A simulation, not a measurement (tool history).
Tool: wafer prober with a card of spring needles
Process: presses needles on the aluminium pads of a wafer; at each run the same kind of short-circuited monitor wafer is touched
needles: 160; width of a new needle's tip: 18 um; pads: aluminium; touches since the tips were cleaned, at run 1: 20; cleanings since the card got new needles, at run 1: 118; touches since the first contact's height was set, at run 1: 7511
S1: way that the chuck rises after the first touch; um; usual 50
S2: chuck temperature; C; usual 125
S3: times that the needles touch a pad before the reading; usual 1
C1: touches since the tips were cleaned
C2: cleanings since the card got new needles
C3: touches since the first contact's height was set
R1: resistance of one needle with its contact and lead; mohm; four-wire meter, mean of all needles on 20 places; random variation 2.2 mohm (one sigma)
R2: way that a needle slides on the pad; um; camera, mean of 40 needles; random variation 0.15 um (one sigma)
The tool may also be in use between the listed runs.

| run | hour | S1 | S2 | S3 | C1 | C2 | C3 | R1 | R2 |
|---|---|---|---|---|---|---|---|---|---|
| 1 | 0.0 | 50 | 125 | 1 | 20 | 118 | 7511 | 248 | 13.98 |
|  | 3.7 | tips cleaned on abrasive film |
|  | 7.5 | tips cleaned on abrasive film |
|  | 12.1 | tips cleaned on abrasive film |
|  | 16.7 | tips cleaned on abrasive film |
|  | 20.5 | tips cleaned on abrasive film |
| 2 | 23.8 | 50 | 76 | 1 | 1465 | 123 | 17643 | 233 | 13.81 |
|  | 24.9 | tips cleaned on abrasive film |
|  | 28.6 | tips cleaned on abrasive film |
|  | 32.3 | tips cleaned on abrasive film |
|  | 36.1 | tips cleaned on abrasive film |
| 3 | 38.0 | 50 | 125 | 2 | 865 | 127 | 23633 | 246 | 14.02 |
|  | 40.0 | tips cleaned on abrasive film |
|  | 43.7 | tips cleaned on abrasive film |
|  | 47.4 | tips cleaned on abrasive film |
|  | 52.1 | tips cleaned on abrasive film |
|  | 55.8 | tips cleaned on abrasive film |
|  | 59.5 | tips cleaned on abrasive film |
|  | 63.3 | tips cleaned on abrasive film |
| 4 | 63.7 | 50 | 125 | 1 | 195 | 134 | 34476 | 248 | 13.80 |
|  | 67.5 | tips cleaned on abrasive film |
|  | 71.2 | tips cleaned on abrasive film |
|  | 74.9 | tips cleaned on abrasive film |
| 5 | 77.4 | 50 | 125 | 1 | 1089 | 137 | 40296 | 247 | 13.97 |
|  | 79.4 | tips cleaned on abrasive film |
|  | 84.0 | tips cleaned on abrasive film |
|  | 87.7 | tips cleaned on abrasive film |
|  | 91.5 | tips cleaned on abrasive film |
|  | 95.2 | tips cleaned on abrasive film |
|  | 98.9 | tips cleaned on abrasive film |
| 6 | 101.6 | 34 | 125 | 1 | 1164 | 143 | 50527 | 252 | 9.50 |
|  | 103.5 | tips cleaned on abrasive film |
|  | 107.3 | tips cleaned on abrasive film |
|  | 111.9 | tips cleaned on abrasive film |
| 7 | 114.2 | 34 | 103 | 1 | 1002 | 146 | 55866 | 248 | 9.63 |
|  | 116.1 | tips cleaned on abrasive film |
|  | 119.9 | tips cleaned on abrasive film |
|  | 123.6 | tips cleaned on abrasive film |
|  | 128.2 | tips cleaned on abrasive film |
|  | 132.9 | tips cleaned on abrasive film |
|  | 136.6 | tips cleaned on abrasive film |
| 8 | 138.3 | 50 | 125 | 1 | 748 | 152 | 66077 | 249 | 13.87 |
|  | 141.2 | tips cleaned on abrasive film |
|  | 144.9 | tips cleaned on abrasive film |
|  | 148.6 | tips cleaned on abrasive film |
|  | 152.4 | tips cleaned on abrasive film |
|  | 156.1 | tips cleaned on abrasive film |
| 9 | 157.2 | 50 | 125 | 1 | 470 | 157 | 74037 | 243 | 14.02 |
|  | 160.0 | tips cleaned on abrasive film |
|  | 163.7 | tips cleaned on abrasive film |
|  | 168.4 | tips cleaned on abrasive film |
|  | 172.1 | tips cleaned on abrasive film |
| 10 | 173.0 | 50 | 125 | 1 | 398 | 161 | 80747 | 246 | 13.86 |
|  | 176.7 | tips cleaned on abrasive film |
|  | 180.5 | tips cleaned on abrasive film |
|  | 184.2 | tips cleaned on abrasive film |
|  | 188.8 | tips cleaned on abrasive film |
| 11 | 190.6 | 50 | 125 | 1 | 788 | 165 | 88218 | 246 | 13.88 |
|  | 193.5 | tips cleaned on abrasive film |
|  | 197.2 | tips cleaned on abrasive film |
|  | 200.9 | tips cleaned on abrasive film |
|  | 204.7 | tips cleaned on abrasive film |
| 12 | 205.0 | 50 | 125 | 1 | 160 | 169 | 94291 | 246 | 13.96 |
|  | 208.8 | tips cleaned on abrasive film |
|  | 213.4 | tips cleaned on abrasive film |
| 13 | 216.9 | 59 | 116 | 3 | 1529 | 171 | 99368 | 245 | 16.43 |
|  | 217.9 | tips cleaned on abrasive film |
|  | 221.7 | tips cleaned on abrasive film |
|  | 225.4 | tips cleaned on abrasive film |
|  | 229.2 | tips cleaned on abrasive film |
| 14 | 230.8 | 59 | 116 | 3 | 706 | 175 | 105200 | 239 | 16.55 |
|  | 233.6 | tips cleaned on abrasive film |
|  | 237.3 | tips cleaned on abrasive film |
|  | 241.1 | tips cleaned on abrasive film |
| 15 | 244.0 | 59 | 116 | 3 | 1269 | 178 | 110806 | 240 | 16.40 |
|  | 245.0 | tips cleaned on abrasive film |
|  | 248.7 | tips cleaned on abrasive film |
|  | 252.5 | tips cleaned on abrasive film |
|  | 256.2 | tips cleaned on abrasive film |
|  | 259.9 | tips cleaned on abrasive film |
|  | 263.7 | tips cleaned on abrasive film |
| 16 | 265.7 | 59 | 71 | 1 | 890 | 184 | 119973 | 233 | 16.47 |
|  | 267.6 | tips cleaned on abrasive film |
|  | 271.4 | tips cleaned on abrasive film |
|  | 275.1 | tips cleaned on abrasive film |
|  | 279.7 | tips cleaned on abrasive film |
| 17 | 282.9 | 59 | 71 | 1 | 1380 | 188 | 127267 | 229 | 16.45 |
|  | 283.9 | tips cleaned on abrasive film |
|  | 287.7 | tips cleaned on abrasive film |
|  | 291.4 | tips cleaned on abrasive film |
|  | 296.0 | tips cleaned on abrasive film |
|  | 299.8 | tips cleaned on abrasive film |
| 18 | 303.2 | 59 | 71 | 1 | 1500 | 193 | 135863 | 233 | 16.61 |
|  | 304.2 | tips cleaned on abrasive film |
|  | 308.0 | tips cleaned on abrasive film |
|  | 312.6 | tips cleaned on abrasive film |
| 19 | 316.0 | 36 | 27 | 1 | 1471 | 196 | 141278 | 224 | 10.34 |
|  | 317.0 | tips cleaned on abrasive film |
|  | 320.7 | tips cleaned on abrasive film |
|  | 324.5 | tips cleaned on abrasive film |
|  | 329.1 | tips cleaned on abrasive film |
|  | 332.9 | tips cleaned on abrasive film |
| 20 | 335.3 | 67 | 78 | 2 | 1058 | 201 | 149433 | 231 | 18.67 |
|  | 337.2 | tips cleaned on abrasive film |
|  | 340.9 | tips cleaned on abrasive film |
|  | 344.7 | tips cleaned on abrasive film |
| 21 | 346.0 | 67 | 78 | 2 | 582 | 204 | 153958 | 234 | 18.81 |
|  | 348.8 | tips cleaned on abrasive film |
|  | 352.6 | tips cleaned on abrasive film |
|  | 356.3 | tips cleaned on abrasive film |
|  | 361.0 | tips cleaned on abrasive film |
|  | 364.7 | tips cleaned on abrasive film |
| 22 | 366.6 | 42 | 39 | 2 | 840 | 209 | 162684 | 232 | 11.70 |

5 ways to go on from here, each from the tool as it stands after run 22. What would each give?
|  | 368.5 | tips cleaned on abrasive film |
|  | 372.3 | tips cleaned on abrasive film |
|  | 376.0 | tips cleaned on abrasive film |
|  | 379.7 | tips cleaned on abrasive film |
|  | 384.4 | tips cleaned on abrasive film |
|  | 388.1 | tips cleaned on abrasive film |
|  | 391.9 | tips cleaned on abrasive film |
| A | 392.3 | 59 | 50 | 1 | 188 | 216 | 173520 | ? | ? |
|  | 368.5 | tips cleaned on abrasive film |
|  | 372.3 | tips cleaned on abrasive film |
|  | 376.0 | tips cleaned on abrasive film |
|  | 379.7 | tips cleaned on abrasive film |
|  | 384.4 | tips cleaned on abrasive film |
|  | 388.1 | tips cleaned on abrasive film |
|  | 391.9 | tips cleaned on abrasive film |
| B | 392.3 | 44 | 56 | 1 | 188 | 216 | 173520 | ? | ? |
|  | 368.5 | tips cleaned on abrasive film |
|  | 372.3 | tips cleaned on abrasive film |
|  | 376.0 | tips cleaned on abrasive film |
|  | 379.7 | tips cleaned on abrasive film |
|  | 384.4 | tips cleaned on abrasive film |
|  | 388.1 | tips cleaned on abrasive film |
|  | 391.9 | tips cleaned on abrasive film |
| C | 392.3 | 44 | 82 | 3 | 188 | 216 | 173520 | ? | ? |
|  | 368.5 | tips cleaned on abrasive film |
|  | 372.3 | tips cleaned on abrasive film |
|  | 376.0 | tips cleaned on abrasive film |
|  | 379.7 | tips cleaned on abrasive film |
|  | 384.4 | tips cleaned on abrasive film |
|  | 388.1 | tips cleaned on abrasive film |
|  | 391.9 | tips cleaned on abrasive film |
| D | 392.3 | 50 | 75 | 2 | 188 | 216 | 173520 | ? | ? |
|  | 368.5 | tips cleaned on abrasive film |
|  | 372.3 | tips cleaned on abrasive film |
|  | 376.0 | tips cleaned on abrasive film |
|  | 379.7 | tips cleaned on abrasive film |
|  | 384.4 | tips cleaned on abrasive film |
|  | 388.1 | tips cleaned on abrasive film |
|  | 391.9 | tips cleaned on abrasive film |
| E | 392.3 | 42 | 96 | 2 | 188 | 216 | 173520 | ? | ? |

| run | R1 | R2 |
|---|---|---|
| A | 224 | 16.34 |
| B | 230 | 12.11 |
| C | 235 | 12.36 |
| D | 235 | 13.94 |
| E | 241 | 11.69 |
Without the tool's hidden state the same runs would have given:
| run | R1 | R2 |
|---|---|---|
| A | 224 | 16.35 |
| B | 230 | 12.12 |
| C | 235 | 12.37 |
| D | 235 | 13.96 |
| E | 241 | 11.71 |
